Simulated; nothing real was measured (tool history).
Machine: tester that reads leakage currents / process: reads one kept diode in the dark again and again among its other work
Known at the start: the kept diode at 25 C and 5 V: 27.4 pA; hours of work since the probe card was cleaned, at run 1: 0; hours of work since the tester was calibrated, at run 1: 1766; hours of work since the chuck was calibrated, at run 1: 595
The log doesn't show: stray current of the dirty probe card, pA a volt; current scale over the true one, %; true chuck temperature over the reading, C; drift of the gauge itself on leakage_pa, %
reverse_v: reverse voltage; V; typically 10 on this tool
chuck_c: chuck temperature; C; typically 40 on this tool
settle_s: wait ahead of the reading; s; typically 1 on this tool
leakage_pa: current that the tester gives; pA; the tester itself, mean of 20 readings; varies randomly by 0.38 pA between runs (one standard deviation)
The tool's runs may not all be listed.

run      day  reverse_v  chuck_c  settle_s  hours of work since the probe card was cleaned  hours of work since the tester was calibrated  hours of work since the chuck was calibrated  leakage_pa
  1        0         10       40         1                                               0                                           1766                                           595      126.98
  2    9.808         10       40         1                                             128                                           1894                                           723      126.99
  3   15.058         10       40         1                                             196                                           1962                                           792      126.84
  4    21.05         10       40         1                                             274                                           2040                                           870      126.21
  5   26.617         10       40         1                                             347                                           2113                                           942      125.74
  6   33.283         10       40         1                                             434                                           2199                                          1029      126.18
  7   42.408         10       40         1                                             552                                           2318                                          1148      126.39
  8   49.342         10       40         1                                             643                                           2409                                          1238      127.05
  9   54.312         10       40         1                                             708                                           2473                                          1303      126.47
      58.658  -- chuck's temperature calibrated
 10   60.854         10       40         1                                             792                                           2558                                            29      126.41
 11   68.367         10       31         1                                             890                                           2655                                           126       61.75
 12   72.942         10       31         1                                             949                                           2715                                           186        61.8
 13   82.275         10       28         1                                            1071                                           2837                                           308       48.35
 14   88.054         10       28         1                                            1146                                           2912                                           383       48.46
      88.696  -- tester calibrated
 15    95.45         10       28         1                                            1241                                             88                                           478       48.46
 16  104.904         10       35         1                                            1364                                            211                                           601        85.2
 17  111.258         10       37         1                                            1447                                            294                                           684      100.15
 18   121.55         10       37         1                                            1581                                            428                                           818       99.54
 19  126.329         10       37         1                                            1644                                            490                                           880       99.71
 20  130.867         10       37         1                                            1703                                            549                                           940      100.04
 21  139.479         10       37         1                                            1815                                            662                                          1052      100.16
 22  148.033        1.2       40         1                                            1926                                            773                                          1163       59.23
 23  157.196        1.2       40         1                                            2046                                            892                                          1283       59.05
     163.429  -- chuck's temperature calibrated
 24  164.767        1.2       40         1                                            2143                                            990                                            17       58.74
 25  171.108        3.4       40       0.3                                            2226                                           1073                                           100       88.05
 26  178.438         10       46       1.5                                            2321                                           1168                                           196      200.93
 27  187.033         10       30      1.43                                            2433                                           1280                                           307       56.35
 28  196.454         10       22      7.57                                            2556                                           1403                                           430       27.35
 29  200.812         10       22      7.57                                            2613                                           1459                                           487       27.47
 30  209.162       13.7       49      0.89                                            2722                                           1568                                           596      283.63
 31    218.7        1.6       22      4.72                                            2846                                           1693                                           720        14.2
 32  223.775        4.4       23      6.54                                            2912                                           1759                                           786       22.11
 33  232.429         10       40      4.61                                            3025                                           1871                                           899      124.76
 34  236.771         10       54         1                                            3081                                           1928                                           955      364.64

Run 35 has not been measured yet. What should we expect?
 35  246.888         10       54         1                                            3213                                           2060                                          1087           ?

leakage_pa: 363.57 pA
Take away the tool's hidden state, keep the run-to-run variation as it was, and the same run would have given leakage_pa 363.61 pA.

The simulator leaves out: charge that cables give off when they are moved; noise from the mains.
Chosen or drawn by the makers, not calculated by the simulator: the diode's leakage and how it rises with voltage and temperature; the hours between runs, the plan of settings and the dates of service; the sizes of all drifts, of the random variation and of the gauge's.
